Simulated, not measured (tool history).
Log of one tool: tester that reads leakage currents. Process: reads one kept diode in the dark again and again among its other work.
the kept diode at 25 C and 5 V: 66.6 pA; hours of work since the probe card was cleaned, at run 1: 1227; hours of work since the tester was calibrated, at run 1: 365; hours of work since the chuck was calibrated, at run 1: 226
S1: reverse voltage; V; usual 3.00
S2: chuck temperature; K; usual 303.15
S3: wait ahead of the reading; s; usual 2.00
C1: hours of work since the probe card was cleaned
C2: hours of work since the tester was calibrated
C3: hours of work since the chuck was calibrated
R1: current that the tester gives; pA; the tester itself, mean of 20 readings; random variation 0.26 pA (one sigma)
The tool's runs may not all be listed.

{"run": 1, "hour": 0.0, "S1": 3.0, "S2": 303.15, "S3": 2.0, "C1": 1227, "C2": 365, "C3": 226, "R1": 86.37}
{"run": 2, "hour": 15.8, "S1": 16.72, "S2": 303.15, "S3": 2.0, "C1": 1236, "C2": 374, "C3": 235, "R1": 159.64}
{"run": 3, "hour": 36.1, "S1": 16.72, "S2": 303.15, "S3": 2.0, "C1": 1248, "C2": 386, "C3": 247, "R1": 160.25}
{"run": 4, "hour": 65.4, "S1": 5.69, "S2": 303.15, "S3": 2.0, "C1": 1265, "C2": 403, "C3": 264, "R1": 107.87}
{"run": 5, "hour": 87.9, "S1": 5.69, "S2": 303.15, "S3": 2.0, "C1": 1278, "C2": 416, "C3": 277, "R1": 107.23}
{"run": 6, "hour": 108.9, "S1": 3.0, "S2": 303.15, "S3": 2.0, "C1": 1290, "C2": 428, "C3": 289, "R1": 86.35}
{"run": 7, "hour": 129.7, "S1": 3.0, "S2": 303.15, "S3": 0.67, "C1": 1302, "C2": 440, "C3": 301, "R1": 86.6}
{"run": 8, "hour": 148.9, "S1": 3.0, "S2": 303.15, "S3": 0.32, "C1": 1313, "C2": 451, "C3": 312, "R1": 87.84}
{"run": 9, "hour": 167.6, "S1": 3.0, "S2": 303.15, "S3": 1.72, "C1": 1324, "C2": 462, "C3": 323, "R1": 86.03}
{"run": 10, "hour": 181.5, "S1": 3.0, "S2": 303.15, "S3": 1.72, "C1": 1332, "C2": 470, "C3": 331, "R1": 85.78}
{"run": 11, "hour": 206.2, "S1": 3.0, "S2": 303.15, "S3": 1.72, "C1": 1346, "C2": 484, "C3": 345, "R1": 85.79}
{"run": 12, "hour": 228.7, "S1": 3.0, "S2": 303.15, "S3": 1.72, "C1": 1359, "C2": 497, "C3": 358, "R1": 86.03}
{"run": 13, "hour": 243.9, "S1": 3.0, "S2": 303.15, "S3": 3.13, "C1": 1368, "C2": 506, "C3": 367, "R1": 85.84}
{"run": 14, "hour": 260.9, "S1": 3.0, "S2": 303.15, "S3": 2.0, "C1": 1378, "C2": 515, "C3": 376, "R1": 85.54}
{"run": 15, "hour": 289.2, "S1": 3.0, "S2": 303.15, "S3": 2.0, "C1": 1394, "C2": 532, "C3": 393, "R1": 85.72}
{"run": 16, "hour": 311.1, "S1": 3.0, "S2": 303.15, "S3": 2.0, "C1": 1407, "C2": 544, "C3": 405, "R1": 85.74}
{"run": 17, "hour": 336.2, "S1": 3.0, "S2": 303.15, "S3": 2.0, "C1": 1421, "C2": 559, "C3": 420, "R1": 85.78}
{"run": 18, "hour": 365.4, "S1": 3.0, "S2": 303.15, "S3": 2.0, "C1": 1438, "C2": 576, "C3": 437, "R1": 85.37}
{"run": 19, "hour": 390.9, "S1": 3.0, "S2": 303.15, "S3": 0.49, "C1": 1453, "C2": 590, "C3": 451, "R1": 86.74}
{"run": 20, "hour": 404.1, "S1": 3.0, "S2": 303.15, "S3": 0.49, "C1": 1460, "C2": 598, "C3": 459, "R1": 86.34}
{"run": 21, "hour": 431.0, "S1": 3.0, "S2": 303.15, "S3": 0.49, "C1": 1476, "C2": 613, "C3": 474, "R1": 86.13}
{"run": 22, "hour": 443.7, "S1": 1.66, "S2": 295.15, "S3": 0.4, "C1": 1483, "C2": 621, "C3": 482, "R1": 37.78}
{"run": 23, "hour": 462.2, "S1": 1.66, "S2": 300.15, "S3": 0.4, "C1": 1494, "C2": 631, "C3": 492, "R1": 55.59}
{"run": 24, "hour": 477.2, "S1": 7.44, "S2": 324.15, "S3": 2.0, "C1": 1502, "C2": 640, "C3": 501, "R1": 538.7}
{"hour": 491.3, "done": "probe card cleaned and baked"}
{"run": 25, "hour": 496.1, "S1": 2.1, "S2": 311.15, "S3": 5.76, "C1": 3, "C2": 649, "C3": 510, "R1": 137.54}
{"run": 26, "hour": 520.2, "S1": 2.92, "S2": 311.15, "S3": 2.82, "C1": 17, "C2": 663, "C3": 524, "R1": 152.55}
{"run": 27, "hour": 544.7, "S1": 2.92, "S2": 311.15, "S3": 2.82, "C1": 31, "C2": 677, "C3": 538, "R1": 152.17}
{"run": 28, "hour": 566.2, "S1": 2.92, "S2": 311.15, "S3": 2.82, "C1": 43, "C2": 690, "C3": 551, "R1": 152.68}
{"run": 29, "hour": 579.1, "S1": 2.92, "S2": 311.15, "S3": 2.82, "C1": 51, "C2": 697, "C3": 558, "R1": 152.66}
{"run": 30, "hour": 608.5, "S1": 17.61, "S2": 328.15, "S3": 2.33, "C1": 68, "C2": 714, "C3": 575, "R1": 920.55}
{"run": 31, "hour": 627.8, "S1": 5.19, "S2": 296.15, "S3": 1.31, "C1": 79, "C2": 725, "C3": 586, "R1": 56.77}
{"run": 32, "hour": 652.1, "S1": 13.96, "S2": 296.15, "S3": 0.88, "C1": 93, "C2": 739, "C3": 600, "R1": 80.55}
{"run": 33, "hour": 665.8, "S1": 4.29, "S2": 303.15, "S3": 5.11, "C1": 101, "C2": 747, "C3": 608, "R1": 93.02}
{"run": 34, "hour": 678.3, "S1": 4.29, "S2": 303.15, "S3": 0.32, "C1": 108, "C2": 754, "C3": 615, "R1": 95.38}
{"run": 35, "hour": 695.5, "S1": 4.29, "S2": 318.15, "S3": 1.31, "C1": 118, "C2": 764, "C3": 625, "R1": 289.9}
{"run": 36, "hour": 717.7, "S1": 4.29, "S2": 318.15, "S3": 1.31, "C1": 130, "C2": 777, "C3": 638, "R1": 289.71}
{"run": 37, "hour": 736.5, "S1": 3.0, "S2": 305.15, "S3": 2.28, "C1": 141, "C2": 788, "C3": 649, "R1": 96.54}
{"run": 38, "hour": 764.9, "S1": 2.33, "S2": 294.15, "S3": 2.28, "C1": 158, "C2": 804, "C3": 665, "R1": 36.38}
{"run": 39, "hour": 789.2, "S1": 3.0, "S2": 326.15, "S3": 2.0, "C1": 172, "C2": 818, "C3": 679, "R1": 451.67}
{"run": 40, "hour": 817.1, "S1": 3.0, "S2": 326.15, "S3": 2.0, "C1": 188, "C2": 834, "C3": 695, "R1": 452.68}
{"run": 41, "hour": 837.8, "S1": 3.0, "S2": 303.15, "S3": 0.95, "C1": 200, "C2": 846, "C3": 707, "R1": 82.37}

Measured less the same run without the tool's hidden state. The same run-to-run variation is in both; the gauge's scatter may not be:
The hidden state here: stray current of the dirty probe card, pA a volt; current scale over the true one, %; true chuck temperature over the reading, C; drift of the gauge itself on leakage_pa, %.
run=1 R1=+1.32
run=2 R1=+9.99
run=3 R1=+10.03
run=4 R1=+2.86
run=5 R1=+2.81
run=6 R1=+1.12
run=7 R1=+1.08
run=8 R1=+1.05
run=9 R1=+1.01
run=10 R1=+0.98
run=11 R1=+0.94
run=12 R1=+0.91
run=13 R1=+0.88
run=14 R1=+0.84
run=15 R1=+0.80
run=16 R1=+0.77
run=17 R1=+0.73
run=18 R1=+0.67
run=19 R1=+0.63
run=20 R1=+0.60
run=21 R1=+0.55
run=22 R1=+0.48
run=23 R1=+0.07
run=24 R1=-5.07
run=25 R1=-3.22
run=26 R1=-3.66
run=27 R1=-3.74
run=28 R1=-3.83
run=29 R1=-3.89
run=30 R1=-21.41
run=31 R1=-1.48
run=32 R1=-1.69
run=33 R1=-2.59
run=34 R1=-2.59
run=35 R1=-7.90
run=36 R1=-8.04
run=37 R1=-2.87
run=38 R1=-1.10
run=39 R1=-13.04
run=40 R1=-13.41
run=41 R1=-2.62
